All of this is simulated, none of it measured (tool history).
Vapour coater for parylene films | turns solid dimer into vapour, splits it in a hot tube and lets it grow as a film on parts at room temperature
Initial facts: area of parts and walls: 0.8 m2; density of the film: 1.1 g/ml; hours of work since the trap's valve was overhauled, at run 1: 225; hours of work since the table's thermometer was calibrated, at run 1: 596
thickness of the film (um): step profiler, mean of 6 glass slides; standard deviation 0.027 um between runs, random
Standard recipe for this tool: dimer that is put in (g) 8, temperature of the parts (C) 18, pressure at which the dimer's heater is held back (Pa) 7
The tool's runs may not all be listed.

run	hour	dimer that is put in (g)	temperature of the parts (C)	pressure at which the dimer's heater is held back (Pa)	hours of work since the trap's valve was overhauled	hours of work since the table's thermometer was calibrated	thickness of the film (um)
1	0	8	18	7	225	596	5.59
2	50.4	8	18	7	267	638	5.57
3	106.1	8	18	7	313	684	5.57
4	163	8	18	7	360	731	5.54
5	200.1	8	18	7	391	761	5.56
6	258.7	8	27	7	439	810	4.49
7	309.1	8	18	7	480	851	5.53
8	370.4	8	18	7	531	902	5.54
9	404.7	8	18	7	559	930	5.56
# hour 449: trap's valve overhauled
10	460.5	8	18	7	9	973	5.53
11	510.8	8	18	7	51	1014	5.56
12	536.1	8	18	7	72	1035	5.59
13	589.3	8	18	7	116	1079	5.56
14	629.6	12	18	7	149	1112	8.33
15	680.2	12	18	6.98	191	1154	8.27
16	711.9	12	18	6.98	217	1180	8.35
17	740	12	18	6.98	240	1203	8.32
18	770.9	8	18	7	266	1229	5.59
19	815.9	8	18	7	303	1266	5.57
20	863.4	8	18	7	342	1305	5.57
21	891.5	8	18	7	365	1328	5.58
22	926.2	8	18	7	394	1357	5.58
23	974.3	8	18	7	433	1397	5.55
24	1025.1	10	12	5.18	475	1439	8.14
25	1055.4	8	28	7	500	1464	4.34
26	1115.1	6	10	10.86	550	1513	4.96
27	1150.5	6	10	10.86	579	1542	4.95
# hour 1171.7: trap's valve overhauled
28	1182.7	6	10	10.86	9	1565	4.89
29	1230	8	18	2.22	48	1604	5.9
30	1258.2	7	13	2.22	71	1628	5.83
31	1284.6	10	25	8.24	93	1649	5.86
32	1321.4	10	25	10.35	124	1680	5.79
33	1379.5	10	25	10.35	171	1728	5.76
34	1417.9	7	14	2.61	203	1759	5.62
35	1443.3	4	22	3.25	224	1780	2.62
36	1490	4	22	3.25	263	1819	2.63
37	1517.8	12	20	9.52	286	1842	7.84
38	1555.6	12	20	9.52	317	1873	7.8
39	1588.8	5	20	5.1	344	1900	3.35
40	1638.4	5	20	5.1	385	1941	3.35
41	1691.7	13	29	9.28	429	1985	6.81
42	1739.5	8	16	7	468	2025	5.81
43	1782.4	8	16	7	504	2060	5.82
# hour 1814.9: table's thermometer calibrated
44	1839.7	8	18	3.72	550	20	5.73
45	1885.2	8	18	3.72	588	58	5.73
# hour 1893.7: trap's valve overhauled
46	1928.3	8	18	3.72	29	90	5.74

5 options for the next run, each taken on its own from the tool as it stands now. Forecast them:
A	1968	8	26	3.33	61	123	?
B	1968	6	18	4.19	61	123	?
C	1968	8	12	3.72	61	123	?
D	1968	8	14	3.72	61	123	?
E	1968	8	15	7	61	123	?

run	thickness of the film (um)
A	4.8
B	4.27
C	6.64
D	6.32
E	5.95
The same runs, with their run-to-run variation unchanged, on a tool lacking any hidden condition would have given:
run	thickness of the film (um)
A	4.8
B	4.27
C	6.64
D	6.33
E	5.95
